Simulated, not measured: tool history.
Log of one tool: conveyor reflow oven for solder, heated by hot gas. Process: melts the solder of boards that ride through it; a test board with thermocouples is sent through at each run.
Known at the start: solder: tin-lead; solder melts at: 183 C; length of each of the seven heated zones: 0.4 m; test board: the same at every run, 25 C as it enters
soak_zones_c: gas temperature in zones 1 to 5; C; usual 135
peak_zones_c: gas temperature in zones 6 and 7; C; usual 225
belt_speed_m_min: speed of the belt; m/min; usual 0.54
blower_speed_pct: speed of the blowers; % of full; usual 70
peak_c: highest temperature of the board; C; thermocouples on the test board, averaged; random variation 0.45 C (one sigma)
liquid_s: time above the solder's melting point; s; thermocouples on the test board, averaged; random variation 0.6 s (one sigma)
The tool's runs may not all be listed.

Run 1, hour 0: usual settings. Result: peak_c 206.2 C, liquid_s 54.2 s.
Run 2, hour 65.6: usual settings but belt_speed_m_min 0.573 m/min. Result: peak_c 204.5 C, liquid_s 47.6 s.
Run 3, hour 133.8: usual settings but blower_speed_pct 56 % of full. Result: peak_c 201.9 C, liquid_s 45 s.
Run 4, hour 200.2: usual settings but peak_zones_c 229 C, blower_speed_pct 56 % of full. Result: peak_c 204.9 C, liquid_s 50.2 s.
Run 5, hour 276.3: usual settings but peak_zones_c 229 C, blower_speed_pct 56 % of full. Result: peak_c 205.4 C, liquid_s 49.6 s.
Run 6, hour 321.3: usual settings but peak_zones_c 229 C, blower_speed_pct 56 % of full. Result: peak_c 205.2 C, liquid_s 50 s.
Run 7, hour 368.7: usual settings. Result: peak_c 207.4 C, liquid_s 54.3 s.
Run 8, hour 431: usual settings but soak_zones_c 145 C. Result: peak_c 209 C, liquid_s 61.1 s.
Run 9, hour 500.3: usual settings but soak_zones_c 145 C. Result: peak_c 209.4 C, liquid_s 60.1 s.
At hour 537: flux residue cleaned out of gas plates and filters.
Run 10, hour 579.4: usual settings but soak_zones_c 131 C. Result: peak_c 206.1 C, liquid_s 51.5 s.
Run 11, hour 643.2: usual settings but soak_zones_c 131 C. Result: peak_c 206.7 C, liquid_s 51.4 s.
Run 12, hour 709.5: usual settings. Result: peak_c 207 C, liquid_s 52.9 s.
Run 13, hour 770.4: usual settings. Result: peak_c 207.6 C, liquid_s 53.1 s.
Run 14, hour 836.5: usual settings. Result: peak_c 206.6 C, liquid_s 54 s.
At hour 870.1: thermocouples of zones 6 and 7 changed.
Run 15, hour 899.8: usual settings. Result: peak_c 206.5 C, liquid_s 54.1 s.
Run 16, hour 948.9: usual settings but peak_zones_c 234 C, blower_speed_pct 86 % of full. Result: peak_c 218.3 C, liquid_s 66.6 s.
Run 17, hour 1019.9: usual settings but peak_zones_c 234 C, blower_speed_pct 86 % of full. Result: peak_c 218.3 C, liquid_s 68.2 s.
Run 18, hour 1069.5: usual settings but soak_zones_c 136 C, peak_zones_c 235 C. Result: peak_c 215.9 C, liquid_s 62.6 s.
At hour 1109.8: flux residue cleaned out of gas plates and filters.
Run 19, hour 1148: usual settings but soak_zones_c 136 C, peak_zones_c 235 C. Result: peak_c 215.7 C, liquid_s 63.4 s.
Run 20, hour 1187.3: usual settings but soak_zones_c 136 C, peak_zones_c 235 C. Result: peak_c 215.1 C, liquid_s 63.4 s.
Run 21, hour 1223.6: usual settings but blower_speed_pct 60 % of full. Result: peak_c 203.9 C, liquid_s 47.9 s.
Run 22, hour 1262.9: usual settings but soak_zones_c 121 C, blower_speed_pct 62 % of full. Result: peak_c 201.2 C, liquid_s 41 s.
Run 23, hour 1326: usual settings but soak_zones_c 140 C, peak_zones_c 236 C, belt_speed_m_min 0.544 m/min, blower_speed_pct 78 % of full. Result: peak_c 218.2 C, liquid_s 68.1 s.
Run 24, hour 1373.3: usual settings but soak_zones_c 140 C, peak_zones_c 236 C, belt_speed_m_min 0.544 m/min, blower_speed_pct 78 % of full. Result: peak_c 219.1 C, liquid_s 67.7 s.
Run 25, hour 1425.7: usual settings but soak_zones_c 140 C, peak_zones_c 238 C, belt_speed_m_min 0.472 m/min, blower_speed_pct 72 % of full. Result: peak_c 223.4 C, liquid_s 82.4 s.

Run 26 comes next. What will it give?
Run 26, hour 1497.5: usual settings but soak_zones_c 147 C, belt_speed_m_min 0.535 m/min. Result: peak_c ?, liquid_s ?.

peak_c: 210 C
liquid_s: 62.4 s
Without the tool's hidden state the same run would have given peak_c 210.1 C, liquid_s 62.5 s.

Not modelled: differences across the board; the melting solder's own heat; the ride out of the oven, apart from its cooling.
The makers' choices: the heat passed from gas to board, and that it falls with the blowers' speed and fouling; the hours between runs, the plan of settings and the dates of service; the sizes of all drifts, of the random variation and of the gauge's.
